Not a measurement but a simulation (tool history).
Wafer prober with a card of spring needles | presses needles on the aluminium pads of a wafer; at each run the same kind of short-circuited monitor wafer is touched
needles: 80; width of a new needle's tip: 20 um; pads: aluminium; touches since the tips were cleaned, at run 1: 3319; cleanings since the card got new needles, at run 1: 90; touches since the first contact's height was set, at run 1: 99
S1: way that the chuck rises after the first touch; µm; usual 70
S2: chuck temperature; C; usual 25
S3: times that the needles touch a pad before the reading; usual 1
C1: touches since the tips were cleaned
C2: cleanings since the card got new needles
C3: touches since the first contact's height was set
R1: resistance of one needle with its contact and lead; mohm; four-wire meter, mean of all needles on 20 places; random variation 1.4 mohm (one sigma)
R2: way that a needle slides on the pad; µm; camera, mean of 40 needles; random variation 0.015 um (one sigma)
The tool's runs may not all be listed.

run 1 day=0 | S1=70 S2=25 S3=1 | C1=3319 C2=90 C3=99 | R1=191 R2=15.31
-- day=0.525 tips cleaned on abrasive film
run 2 day=1.112 | S1=70 S2=25 S3=1 | C1=5012 C2=91 C3=9570 | R1=200 R2=15.3
-- day=1.296 tips cleaned on abrasive film
-- day=2.154 tips cleaned on abrasive film
-- day=3.021 tips cleaned on abrasive film
run 3 day=3.35 | S1=56 S2=25 S3=1 | C1=2804 C2=94 C3=28555 | R1=215 R2=12.18
-- day=3.858 tips cleaned on abrasive film
-- day=4.729 tips cleaned on abrasive film
run 4 day=5.379 | S1=70 S2=25 S3=2 | C1=5524 C2=96 C3=45808 | R1=172 R2=15.24
-- day=5.517 tips cleaned on abrasive film
-- day=6.296 tips cleaned on abrasive film
-- day=7.162 tips cleaned on abrasive film
run 5 day=7.675 | S1=70 S2=25 S3=2 | C1=4395 C2=99 C3=65336 | R1=175 R2=15.19
-- day=8.025 tips cleaned on abrasive film
run 6 day=8.721 | S1=70 S2=25 S3=2 | C1=5961 C2=100 C3=74219 | R1=172 R2=15.19
-- day=8.879 tips cleaned on abrasive film
-- day=9.667 tips cleaned on abrasive film
-- day=10.596 tips cleaned on abrasive film
run 7 day=10.596 | S1=70 S2=25 S3=2 | C1=0 C2=103 C3=90125 | R1=135 R2=15.14
-- day=11.358 tips cleaned on abrasive film
run 8 day=12.017 | S1=70 S2=25 S3=2 | C1=5638 C2=104 C3=102221 | R1=174 R2=15.12
-- day=12.208 tips cleaned on abrasive film
-- day=13.05 tips cleaned on abrasive film
run 9 day=13.396 | S1=70 S2=25 S3=2 | C1=2959 C2=106 C3=113920 | R1=168 R2=15.07
-- day=13.917 tips cleaned on abrasive film
-- day=14.717 tips cleaned on abrasive film
run 10 day=14.95 | S1=70 S2=25 S3=1 | C1=1998 C2=108 C3=127125 | R1=177 R2=15.06
-- day=15.521 tips cleaned on abrasive film
-- day=16.054 height of the first contact set anew
-- day=16.296 tips cleaned on abrasive film
run 11 day=16.296 | S1=70 S2=25 S3=1 | C1=0 C2=110 C3=2057 | R1=133 R2=14.86
-- day=17.067 tips cleaned on abrasive film
-- day=17.917 tips cleaned on abrasive film
run 12 day=17.917 | S1=70 S2=43 S3=1 | C1=0 C2=112 C3=15810 | R1=138 R2=14.8
-- day=18.675 tips cleaned on abrasive film
run 13 day=19.217 | S1=70 S2=25 S3=1 | C1=4637 C2=113 C3=26888 | R1=208 R2=14.8
-- day=19.6 tips cleaned on abrasive film
-- day=20.4 tips cleaned on abrasive film
-- day=21.188 tips cleaned on abrasive film
run 14 day=21.533 | S1=70 S2=25 S3=1 | C1=2940 C2=116 C3=46555 | R1=196 R2=14.79
-- day=22 tips cleaned on abrasive film
-- day=22.862 tips cleaned on abrasive film
run 15 day=23.367 | S1=70 S2=25 S3=1 | C1=4293 C2=118 C3=62133 | R1=201 R2=14.74
-- day=23.658 tips cleaned on abrasive film
-- day=24.458 tips cleaned on abrasive film
-- day=25.367 tips cleaned on abrasive film
run 16 day=25.646 | S1=79 S2=25 S3=1 | C1=2371 C2=121 C3=81478 | R1=180 R2=16.64
-- day=26.133 tips cleaned on abrasive film
-- day=27.042 tips cleaned on abrasive film
run 17 day=27.45 | S1=69 S2=25 S3=2 | C1=3489 C2=123 C3=96839 | R1=174 R2=14.43
-- day=27.933 tips cleaned on abrasive film
run 18 day=28.442 | S1=69 S2=25 S3=2 | C1=4331 C2=124 C3=105266 | R1=174 R2=14.44
-- day=28.758 tips cleaned on abrasive film
-- day=29.667 tips cleaned on abrasive film
-- day=29.825 height of the first contact set anew, once more
-- day=30.525 tips cleaned on abrasive film
run 19 day=30.821 | S1=63 S2=46 S3=1 | C1=2518 C2=127 C3=8457 | R1=201 R2=13.76
-- day=31.333 tips cleaned on abrasive film
-- day=32.158 tips cleaned on abrasive film
run 20 day=32.667 | S1=63 S2=46 S3=1 | C1=4323 C2=129 C3=24142 | R1=222 R2=13.75
-- day=32.962 tips cleaned on abrasive film
-- day=33.888 tips cleaned on abrasive film
run 21 day=34.271 | S1=63 S2=46 S3=1 | C1=3275 C2=131 C3=37785 | R1=211 R2=13.74
-- day=34.75 tips cleaned on abrasive film
-- day=35.517 tips cleaned on abrasive film
run 22 day=35.962 | S1=54 S2=31 S3=1 | C1=3796 C2=133 C3=52154 | R1=241 R2=11.7
-- day=36.304 tips cleaned on abrasive film
run 23 day=37 | S1=66 S2=31 S3=2 | C1=5945 C2=134 C3=60973 | R1=180 R2=14.32
-- day=37.162 tips cleaned on abrasive film
-- day=38 tips cleaned on abrasive film
run 24 day=38.708 | S1=50 S2=86 S3=1 | C1=6068 C2=136 C3=75501 | R1=276 R2=10.78
-- day=38.854 tips cleaned on abrasive film
-- day=39.675 tips cleaned on abrasive film
-- day=40.558 tips cleaned on abrasive film
run 25 day=40.662 | S1=62 S2=62 S3=2 | C1=901 C2=139 C3=92074 | R1=154 R2=13.36
-- day=41.421 tips cleaned on abrasive film
-- day=42.196 tips cleaned on abrasive film
-- day=42.967 tips cleaned on abrasive film
run 26 day=42.996 | S1=62 S2=62 S3=2 | C1=277 C2=142 C3=111902 | R1=149 R2=13.34
-- day=43.767 tips cleaned on abrasive film
run 27 day=44.396 | S1=68 S2=91 S3=3 | C1=5398 C2=143 C3=123823 | R1=163 R2=14.63
-- day=44.542 tips cleaned on abrasive film
-- day=45.321 tips cleaned on abrasive film
-- day=45.933 height of the first contact set anew
-- day=46.275 tips cleaned on abrasive film
run 28 day=46.675 | S1=68 S2=91 S3=3 | C1=3420 C2=146 C3=6303 | R1=163 R2=14.83
-- day=47.204 tips cleaned on abrasive film
-- day=48.142 tips cleaned on abrasive film
run 29 day=48.554 | S1=68 S2=91 S3=3 | C1=3510 C2=148 C3=22259 | R1=162 R2=14.82

5 ways to go on from here, each from the tool as it stands after run 29. What would each give?
-- day=49.05 tips cleaned on abrasive film
run A day=49.704 | S1=68 S2=25 S3=1 | C1=5583 C2=149 C3=32068 | R1=? R2=?
-- day=49.05 tips cleaned on abrasive film
run B day=49.704 | S1=74 S2=25 S3=1 | C1=5583 C2=149 C3=32068 | R1=? R2=?
-- day=49.05 tips cleaned on abrasive film
run C day=49.704 | S1=63 S2=63 S3=2 | C1=5583 C2=149 C3=32068 | R1=? R2=?
-- day=49.05 tips cleaned on abrasive film
run D day=49.704 | S1=68 S2=30 S3=3 | C1=5583 C2=149 C3=32068 | R1=? R2=?
-- day=49.05 tips cleaned on abrasive film
run E day=49.704 | S1=70 S2=25 S3=1 | C1=5583 C2=149 C3=32068 | R1=? R2=?

run=A R1=210 R2=14.81
run=B R1=198 R2=16.12
run=C R1=190 R2=13.72
run=D R1=160 R2=14.84
run=E R1=211 R2=15.26
Without the tool's hidden state the same runs would have given:
run=A R1=125 R2=14.87
run=B R1=124 R2=16.18
run=C R1=134 R2=13.79
run=D R1=128 R2=14.9
run=E R1=128 R2=15.33
